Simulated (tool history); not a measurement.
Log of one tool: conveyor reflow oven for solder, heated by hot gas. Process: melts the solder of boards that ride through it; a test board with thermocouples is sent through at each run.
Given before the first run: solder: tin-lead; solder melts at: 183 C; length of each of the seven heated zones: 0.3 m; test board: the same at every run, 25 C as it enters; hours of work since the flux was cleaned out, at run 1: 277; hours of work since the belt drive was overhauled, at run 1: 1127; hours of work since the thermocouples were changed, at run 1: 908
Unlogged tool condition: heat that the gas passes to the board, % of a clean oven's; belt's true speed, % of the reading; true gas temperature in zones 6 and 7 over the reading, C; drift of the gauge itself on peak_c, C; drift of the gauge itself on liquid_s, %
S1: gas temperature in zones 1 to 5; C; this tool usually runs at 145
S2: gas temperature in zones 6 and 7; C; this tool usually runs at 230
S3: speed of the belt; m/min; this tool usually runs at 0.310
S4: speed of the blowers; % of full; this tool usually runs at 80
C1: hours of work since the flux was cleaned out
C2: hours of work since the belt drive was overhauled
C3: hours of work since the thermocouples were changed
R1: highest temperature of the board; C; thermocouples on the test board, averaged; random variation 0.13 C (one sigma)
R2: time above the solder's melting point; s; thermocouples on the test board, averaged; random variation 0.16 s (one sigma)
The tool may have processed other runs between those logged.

{"run": 1, "hour": 0.0, "S1": 145, "S2": 230, "S3": 0.31, "S4": 80, "C1": 277, "C2": 1127, "C3": 908, "R1": 217.3, "R2": 93.8}
{"run": 2, "hour": 49.0, "S1": 145, "S2": 230, "S3": 0.31, "S4": 80, "C1": 308, "C2": 1158, "C3": 939, "R1": 217.1, "R2": 93.4}
{"run": 3, "hour": 78.1, "S1": 145, "S2": 230, "S3": 0.31, "S4": 80, "C1": 326, "C2": 1176, "C3": 957, "R1": 216.9, "R2": 93.5}
{"run": 4, "hour": 108.6, "S1": 145, "S2": 230, "S3": 0.31, "S4": 80, "C1": 345, "C2": 1195, "C3": 977, "R1": 217.0, "R2": 93.3}
{"run": 5, "hour": 156.0, "S1": 145, "S2": 230, "S3": 0.31, "S4": 80, "C1": 375, "C2": 1225, "C3": 1007, "R1": 216.6, "R2": 93.1}
{"run": 6, "hour": 186.5, "S1": 145, "S2": 234, "S3": 0.31, "S4": 80, "C1": 394, "C2": 1244, "C3": 1026, "R1": 220.0, "R2": 96.5}
{"hour": 207.2, "done": "belt drive overhauled, speed set with a stopwatch"}
{"hour": 220.7, "done": "flux residue cleaned out of gas plates and filters"}
{"run": 7, "hour": 239.5, "S1": 145, "S2": 234, "S3": 0.31, "S4": 80, "C1": 12, "C2": 17, "C3": 1054, "R1": 223.4, "R2": 102.8}
{"run": 8, "hour": 284.6, "S1": 145, "S2": 234, "S3": 0.31, "S4": 80, "C1": 40, "C2": 46, "C3": 1082, "R1": 223.0, "R2": 102.3}
{"hour": 322.7, "done": "belt drive overhauled, speed set with a stopwatch, once more"}
{"run": 9, "hour": 335.6, "S1": 151, "S2": 230, "S3": 0.31, "S4": 80, "C1": 70, "C2": 8, "C3": 1112, "R1": 219.0, "R2": 97.0}
{"run": 10, "hour": 362.9, "S1": 151, "S2": 230, "S3": 0.35, "S4": 80, "C1": 87, "C2": 25, "C3": 1129, "R1": 215.6, "R2": 81.8}
{"run": 11, "hour": 394.0, "S1": 157, "S2": 230, "S3": 0.31, "S4": 80, "C1": 107, "C2": 45, "C3": 1149, "R1": 219.8, "R2": 102.1}
{"run": 12, "hour": 429.1, "S1": 145, "S2": 226, "S3": 0.31, "S4": 80, "C1": 129, "C2": 67, "C3": 1171, "R1": 214.5, "R2": 88.2}
{"run": 13, "hour": 456.0, "S1": 145, "S2": 226, "S3": 0.366, "S4": 73, "C1": 146, "C2": 84, "C3": 1188, "R1": 208.2, "R2": 65.3}

Run 14, settings as shown, results not yet in. Your forecast:
{"run": 14, "hour": 477.8, "S1": 146, "S2": 220, "S3": 0.274, "S4": 50, "C1": 160, "C2": 98, "C3": 1201, "R1": "?", "R2": "?"}

R1: 206.8 C
R2: 87.3 s
Without the tool's hidden state the same run would have given R1 206.6 C, R2 87.7 s.
